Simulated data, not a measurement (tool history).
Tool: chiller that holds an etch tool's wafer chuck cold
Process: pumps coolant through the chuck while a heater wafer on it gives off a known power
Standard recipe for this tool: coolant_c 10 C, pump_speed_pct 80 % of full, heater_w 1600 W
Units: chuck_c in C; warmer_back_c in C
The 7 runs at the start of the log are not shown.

run 8 day=40.375 | coolant_c=10 pump_speed_pct=80 heater_w=1600 | chuck_c=20.5 warmer_back_c=4.68
run 9 day=45.188 | coolant_c=10 pump_speed_pct=80 heater_w=1600 | chuck_c=20.3 warmer_back_c=4.71
run 10 day=51.612 | coolant_c=10 pump_speed_pct=80 heater_w=1600 | chuck_c=20.5 warmer_back_c=4.76
run 11 day=57.858 | coolant_c=13 pump_speed_pct=80 heater_w=1600 | chuck_c=23.2 warmer_back_c=4.69
run 12 day=63.033 | coolant_c=10 pump_speed_pct=66 heater_w=1600 | chuck_c=22.0 warmer_back_c=5.82
run 13 day=66.933 | coolant_c=3 pump_speed_pct=80 heater_w=1600 | chuck_c=13.3 warmer_back_c=4.73
run 14 day=69.921 | coolant_c=3 pump_speed_pct=80 heater_w=1600 | chuck_c=13.5 warmer_back_c=4.75
run 15 day=75.788 | coolant_c=3 pump_speed_pct=80 heater_w=1600 | chuck_c=13.2 warmer_back_c=4.81
run 16 day=79.679 | coolant_c=10 pump_speed_pct=80 heater_w=1600 | chuck_c=20.2 warmer_back_c=4.85
run 17 day=86.358 | coolant_c=2 pump_speed_pct=96 heater_w=965 | chuck_c=7.5 warmer_back_c=2.53
run 18 day=90.233 | coolant_c=2 pump_speed_pct=96 heater_w=965 | chuck_c=7.5 warmer_back_c=2.55
run 19 day=93.367 | coolant_c=2 pump_speed_pct=96 heater_w=965 | chuck_c=7.5 warmer_back_c=2.54
run 20 day=98.371 | coolant_c=12 pump_speed_pct=99 heater_w=1140 | chuck_c=18.3 warmer_back_c=2.86
run 21 day=104.958 | coolant_c=12 pump_speed_pct=99 heater_w=1140 | chuck_c=18.3 warmer_back_c=2.87
run 22 day=112.025 | coolant_c=12 pump_speed_pct=99 heater_w=1140 | chuck_c=18.2 warmer_back_c=2.95
run 23 day=116.312 | coolant_c=15 pump_speed_pct=80 heater_w=903 | chuck_c=20.7 warmer_back_c=3.00
run 24 day=121.558 | coolant_c=15 pump_speed_pct=80 heater_w=903 | chuck_c=20.8 warmer_back_c=2.93
run 25 day=127.621 | coolant_c=16 pump_speed_pct=80 heater_w=903 | chuck_c=21.9 warmer_back_c=2.92
run 26 day=131.808 | coolant_c=16 pump_speed_pct=92 heater_w=1047 | chuck_c=22.2 warmer_back_c=2.95
run 27 day=138.621 | coolant_c=16 pump_speed_pct=72 heater_w=2395 | chuck_c=32.7 warmer_back_c=8.10
run 28 day=141.779 | coolant_c=20 pump_speed_pct=77 heater_w=1760 | chuck_c=31.7 warmer_back_c=5.62

The next listed run, before its measurement:
run 29 day=146.975 | coolant_c=15 pump_speed_pct=80 heater_w=922 | chuck_c=? warmer_back_c=?

chuck_c: 21.0 C
warmer_back_c: 3.07 C
Take away the tool's hidden state, keep the run-to-run variation as it was, and the same run would have given chuck_c 21.0 C, warmer_back_c 2.62 C.
